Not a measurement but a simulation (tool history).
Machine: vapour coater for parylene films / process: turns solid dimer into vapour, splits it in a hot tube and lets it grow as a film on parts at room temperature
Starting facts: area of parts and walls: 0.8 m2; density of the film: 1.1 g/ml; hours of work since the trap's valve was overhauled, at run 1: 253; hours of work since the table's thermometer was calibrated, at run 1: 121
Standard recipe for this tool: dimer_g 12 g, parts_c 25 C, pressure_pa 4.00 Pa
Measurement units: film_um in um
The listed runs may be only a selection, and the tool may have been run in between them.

run    hour  dimer_g  parts_c  pressure_pa  hours of work since the trap's valve was overhauled  hours of work since the table's thermometer was calibrated  film_um
  1     0.0       12       25         4.00                                                  253                                                         121     7.24
  2    37.9       12       25         4.00                                                  269                                                         137     7.18
  3   104.7       12       25         4.00                                                  298                                                         166     7.21
  4   169.2       12       27         4.00                                                  326                                                         194     6.46
      209.4  -- trap's valve overhauled
  5   233.1       12       27         4.00                                                   10                                                         220     6.34
  6   289.2       12       25         4.00                                                   34                                                         244     6.96
  7   341.3       12       25         4.00                                                   57                                                         267     6.80
  8   421.2        5       25         4.00                                                   92                                                         301     2.80
  9   476.1        5       25         4.00                                                  115                                                         325     2.81
 10   512.9        5       25         4.00                                                  131                                                         341     2.88
      536.5  -- trap's valve overhauled, once more
 11   551.5       12       25         4.00                                                    6                                                         356     7.49
 12   609.0       12       25         5.24                                                   31                                                         381     7.35
 13   669.5       12       25         5.24                                                   57                                                         407     7.35
 14   734.4       12       25         5.24                                                   86                                                         435     7.30
 15   797.0       12       25         4.00                                                  113                                                         462     7.38
 16   836.1       12       25         4.00                                                  129                                                         479     7.57
 17   880.6       12       25         2.48                                                  149                                                         498     7.58
 18   944.0       12       25         2.48                                                  176                                                         525     7.48
 19   978.2       12       25         2.48                                                  191                                                         540     7.59
 20  1056.8       12       25         2.48                                                  225                                                         574     7.54
 21  1098.4       12       25         2.50                                                  243                                                         592     7.57
 22  1179.8       12       25         2.50                                                  278                                                         627     7.54
 23  1249.1       12       25         4.00                                                  308                                                         657     7.20
 24  1318.6       22       34         2.71                                                  338                                                         687     9.39
     1335.1  -- trap's valve overhauled
 25  1397.2       12       21         3.36                                                   27                                                         720     9.08
 26  1462.8       12       21         3.36                                                   55                                                         748     9.11
 27  1530.5        6       17         4.87                                                   84                                                         777     5.21
 28  1582.1        6       17         4.87                                                  107                                                         800     5.16
 29  1645.8       13       17         4.00                                                  134                                                         827    11.37
 30  1708.6       14       24        10.35                                                  161                                                         854     8.31
 31  1758.2       13       30         4.00                                                  183                                                         876     6.62
 32  1798.6       13       34         2.40                                                  200                                                         893     5.71
 33  1870.3       13       34         2.40                                                  231                                                         924     5.68
 34  1946.0       13       34         2.40                                                  264                                                         957     5.67
 35  1996.7       18       25        11.01                                                  286                                                         979    10.29
 36  2041.1       18       25        11.01                                                  305                                                         998    10.07
 37  2108.4        9       28         2.37                                                  334                                                        1027     5.01
     2130.4  -- trap's valve overhauled
 38  2158.2       10       31         9.76                                                   12                                                        1047     4.62
 39  2223.9        8       22         2.13                                                   40                                                        1075     6.06
 40  2275.5        5       26         4.00                                                   63                                                        1098     3.04
 41  2357.9       12       20         4.59                                                   98                                                        1133     9.23
 42  2416.4        7       25         2.54                                                  124                                                        1158     4.57
 43  2494.9       12       25         2.27                                                  158                                                        1192     7.99
 44  2550.5        8       25         5.11                                                  182                                                        1216     4.91
 45  2610.5        8       25         4.00                                                  207                                                        1242     5.04
 46  2671.2        5       30         9.36                                                  234                                                        1269     2.35

Consider 5 possible next runs. They are alternatives, not a sequence: every one starts from the tool as it was left by run 46. What does each give?
  A  2709.0       12       25         3.02                                                  250                                                        1285        ?
  B  2709.0       11       26         9.36                                                  250                                                        1285        ?
  C  2709.0       13       31         8.15                                                  250                                                        1285        ?
  D  2709.0       20       29         2.93                                                  250                                                        1285        ?
  E  2709.0       12       20         4.31                                                  250                                                        1285        ?

run  film_um
  A     7.61
  B     6.04
  C     5.86
  D    10.75
  E     9.06
With no hidden state in the tool, these same runs would have given:
run  film_um
  A     7.63
  B     6.06
  C     5.87
  D    10.78
  E     9.08
